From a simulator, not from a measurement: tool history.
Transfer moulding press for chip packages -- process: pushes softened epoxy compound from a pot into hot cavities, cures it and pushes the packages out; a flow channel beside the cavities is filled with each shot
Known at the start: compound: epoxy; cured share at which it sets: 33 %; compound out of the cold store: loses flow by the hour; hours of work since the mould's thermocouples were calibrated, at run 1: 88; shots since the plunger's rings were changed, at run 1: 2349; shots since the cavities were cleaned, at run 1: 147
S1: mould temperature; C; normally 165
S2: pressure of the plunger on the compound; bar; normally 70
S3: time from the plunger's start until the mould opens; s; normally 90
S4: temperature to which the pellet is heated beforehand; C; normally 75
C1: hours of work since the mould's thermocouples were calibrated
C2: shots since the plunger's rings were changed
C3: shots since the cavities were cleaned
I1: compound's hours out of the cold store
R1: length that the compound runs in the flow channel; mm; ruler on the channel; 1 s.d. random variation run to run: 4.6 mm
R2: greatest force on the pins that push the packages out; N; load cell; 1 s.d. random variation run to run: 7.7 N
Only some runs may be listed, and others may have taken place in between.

| run | hour | S1 | S2 | S3 | S4 | C1 | C2 | C3 | I1 | R1 | R2 |
|---|---|---|---|---|---|---|---|---|---|---|---|
| 1 | 0 | 165 | 70 | 90 | 75 | 88 | 2349 | 147 | 21.5 | 760 | 428 |
| 2 | 30.8 | 165 | 70 | 90 | 75 | 104 | 2675 | 473 | 11.4 | 803 | 555 |
|  | 42 | cavities cleaned with cleaning compound and waxed |
|  | 96.3 | cavities cleaned with cleaning compound and waxed |
| 3 | 103.8 | 165 | 70 | 90 | 75 | 142 | 3413 | 78 | 23.5 | 748 | 401 |
|  | 154 | cavities cleaned with cleaning compound and waxed |
|  | 162.4 | plunger's sealing rings changed |
| 4 | 180.4 | 165 | 70 | 90 | 75 | 181 | 190 | 252 | 10.4 | 829 | 507 |
|  | 186.9 | mould's thermocouples calibrated |
|  | 216.1 | cavities cleaned with cleaning compound and waxed |
| 5 | 255.6 | 165 | 70 | 90 | 75 | 36 | 947 | 417 | 30.8 | 739 | 520 |
|  | 273.9 | cavities cleaned with cleaning compound and waxed |
| 6 | 308.3 | 165 | 70 | 90 | 75 | 64 | 1488 | 363 | 22.7 | 766 | 526 |
|  | 330.7 | cavities cleaned with cleaning compound and waxed |
| 7 | 355.8 | 165 | 70 | 90 | 75 | 88 | 1974 | 265 | 40.3 | 701 | 466 |
|  | 389.8 | cavities cleaned with cleaning compound and waxed |
| 8 | 395.3 | 165 | 70 | 90 | 75 | 109 | 2376 | 59 | 24.8 | 761 | 395 |
|  | 446.6 | cavities cleaned with cleaning compound and waxed |
| 9 | 453.7 | 165 | 70 | 90 | 75 | 139 | 2977 | 75 | 32.4 | 714 | 375 |
|  | 465.3 | mould's thermocouples calibrated, once more |
|  | 505.1 | cavities cleaned with cleaning compound and waxed |
| 10 | 528.4 | 169 | 54 | 112 | 75 | 33 | 3729 | 246 | 45.2 | 571 | 360 |
|  | 559 | plunger's sealing rings changed |
|  | 563.7 | cavities cleaned with cleaning compound and waxed |
| 11 | 570.3 | 158 | 70 | 90 | 66 | 54 | 103 | 69 | 9.3 | 859 | 764 |

Estimate the outcome of run 12 from the log above:
|  | 617.8 | cavities cleaned with cleaning compound and waxed |
| 12 | 639.9 | 158 | 70 | 90 | 66 | 90 | 823 | 234 | 17.3 | ? | ? |

R1: 826 mm
R2: 826 N
Were there no unlogged condition in the tool, this run, its random variation unchanged, would have produced R1 834 mm, R2 619 N.
